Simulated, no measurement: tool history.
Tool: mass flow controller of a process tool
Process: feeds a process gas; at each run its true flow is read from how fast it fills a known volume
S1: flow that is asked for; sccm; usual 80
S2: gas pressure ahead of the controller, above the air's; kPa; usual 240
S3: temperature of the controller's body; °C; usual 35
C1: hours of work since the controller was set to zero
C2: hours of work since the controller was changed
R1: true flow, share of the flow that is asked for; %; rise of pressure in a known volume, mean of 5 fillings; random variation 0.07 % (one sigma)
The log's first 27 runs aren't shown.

run    hour   S1   S2  S3    C1    C2      R1
 28  1798.0   80  240  29  2902  2902   98.65
 29  1860.5   31  181  32  2945  2945  100.40
 30  1913.9   35  276  28  2981  2981   99.79
 31  1989.0   22  166  22  3033  3033  102.35
 32  2030.6   22  166  22  3062  3062  102.42
 33  2117.8   77  228  35  3122  3122   98.56
 34  2196.3   77  228  35  3176  3176   98.54
 35  2270.8   77  228  35  3227  3227   98.64
 36  2350.7   80  204  32  3283  3283   98.71
 37  2420.6   80  251  28  3331  3331   98.78
 38  2494.7   80  165  21  3382  3382   99.51
 39  2571.4   80  180  22  3435  3435   99.31
 40  2658.2   80  180  22  3494  3494   99.43
 41  2739.3   85  233  21  3550  3550   99.11
 42  2788.3  196  269  34  3584  3584   98.89
 43  2858.5   80  147  35  3632  3632   99.09
 44  2941.8   80  147  35  3690  3690   98.93

Run 45 comes next. What will it give?
 45  3023.7  80  162  35  3746  3746   ?

Run 45 gave R1 99.00 %.
Without the tool's hidden state the same run would have given R1 98.45 %.

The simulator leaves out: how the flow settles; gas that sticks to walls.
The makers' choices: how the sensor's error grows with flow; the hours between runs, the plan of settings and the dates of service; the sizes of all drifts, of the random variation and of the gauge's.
